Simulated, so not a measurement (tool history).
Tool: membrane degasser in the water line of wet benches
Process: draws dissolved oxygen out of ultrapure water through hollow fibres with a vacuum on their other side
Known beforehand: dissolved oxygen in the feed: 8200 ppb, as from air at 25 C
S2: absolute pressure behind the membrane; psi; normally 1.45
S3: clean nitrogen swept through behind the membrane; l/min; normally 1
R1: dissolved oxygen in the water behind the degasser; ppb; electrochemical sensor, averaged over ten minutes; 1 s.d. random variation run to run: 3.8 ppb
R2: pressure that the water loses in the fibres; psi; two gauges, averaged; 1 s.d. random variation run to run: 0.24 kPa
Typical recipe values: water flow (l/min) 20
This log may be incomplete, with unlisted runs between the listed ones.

run 1 day=0 | water_flow_(l/min)=20 S2=1.45 S3=1 | R1=374.2 R2=8.776
run 2 day=1.442 | water_flow_(l/min)=20 S2=1.45 S3=1 | R1=372.1 R2=8.881
run 3 day=2.892 | water_flow_(l/min)=20 S2=1.45 S3=1 | R1=381.8 R2=8.817
run 4 day=4.2 | water_flow_(l/min)=20 S2=1.45 S3=1 | R1=381.6 R2=8.762
run 5 day=5.938 | water_flow_(l/min)=20 S2=1.45 S3=1 | R1=383.7 R2=8.769
run 6 day=7.154 | water_flow_(l/min)=20 S2=1.45 S3=1 | R1=379.7 R2=8.81
run 7 day=8.067 | water_flow_(l/min)=20 S2=1.45 S3=1.63 | R1=276.1 R2=8.775
run 8 day=9.15 | water_flow_(l/min)=20 S2=1.45 S3=1.63 | R1=275 R2=8.805
run 9 day=10.583 | water_flow_(l/min)=20 S2=1.45 S3=1.63 | R1=278.5 R2=8.808
run 10 day=11.362 | water_flow_(l/min)=12 S2=1.45 S3=1.63 | R1=148.5 R2=5.304
run 11 day=12.496 | water_flow_(l/min)=12 S2=1.45 S3=1.63 | R1=148.5 R2=5.256
run 12 day=14.129 | water_flow_(l/min)=12 S2=1.45 S3=1.63 | R1=144.8 R2=5.32
run 13 day=15.804 | water_flow_(l/min)=12 S2=1.45 S3=1.63 | R1=146 R2=5.276
run 14 day=17.354 | water_flow_(l/min)=12 S2=1.45 S3=1.63 | R1=146 R2=5.281
run 15 day=18.896 | water_flow_(l/min)=12 S2=1.45 S3=1.63 | R1=148.6 R2=5.287
run 16 day=20.033 | water_flow_(l/min)=12 S2=1.45 S3=1 | R1=213.3 R2=5.246
run 17 day=21.679 | water_flow_(l/min)=12 S2=1.45 S3=1 | R1=213.6 R2=5.308
run 18 day=23.2 | water_flow_(l/min)=23 S2=1.06 S3=2.08 | R1=225.5 R2=10.132
run 19 day=24.475 | water_flow_(l/min)=20 S2=1.45 S3=1.29 | R1=319.7 R2=8.834
run 20 day=25.862 | water_flow_(l/min)=20 S2=1.97 S3=1 | R1=525.3 R2=8.772
run 21 day=27.588 | water_flow_(l/min)=14 S2=2.61 S3=0.61 | R1=734.6 R2=6.141
run 22 day=28.696 | water_flow_(l/min)=28 S2=1.7 S3=1 | R1=626.6 R2=12.309
run 23 day=30.058 | water_flow_(l/min)=28 S2=1.7 S3=1 | R1=638.1 R2=12.296
run 24 day=31.921 | water_flow_(l/min)=13 S2=1.07 S3=2.16 | R1=94.9 R2=5.707
run 25 day=32.788 | water_flow_(l/min)=13 S2=1.07 S3=2.16 | R1=93.3 R2=5.745
run 26 day=33.879 | water_flow_(l/min)=13 S2=1.07 S3=2.16 | R1=96 R2=5.741
run 27 day=34.85 | water_flow_(l/min)=25 S2=1.29 S3=1.61 | R1=335.1 R2=10.992
run 28 day=36.488 | water_flow_(l/min)=25 S2=3.23 S3=1.61 | R1=762.6 R2=11.034
run 29 day=38.012 | water_flow_(l/min)=20 S2=2.55 S3=0.42 | R1=1243.3 R2=8.799
run 30 day=39.162 | water_flow_(l/min)=21 S2=3.52 S3=0.42 | R1=1753.5 R2=9.268
run 31 day=40.15 | water_flow_(l/min)=21 S2=3.52 S3=0.42 | R1=1730.1 R2=9.31

Between the runs listed above, the log contained 1 entry, not reproduced here. Where in the sequence does each belong, and how does what the log doesn't record of the tool's condition differ from the listed run before to the listed run after?
Between runs 28 and 29: seals of the vacuum lines changed (day 37.375)
  air that leaks in behind the membrane, l/min: 0.0022 -> 0.002

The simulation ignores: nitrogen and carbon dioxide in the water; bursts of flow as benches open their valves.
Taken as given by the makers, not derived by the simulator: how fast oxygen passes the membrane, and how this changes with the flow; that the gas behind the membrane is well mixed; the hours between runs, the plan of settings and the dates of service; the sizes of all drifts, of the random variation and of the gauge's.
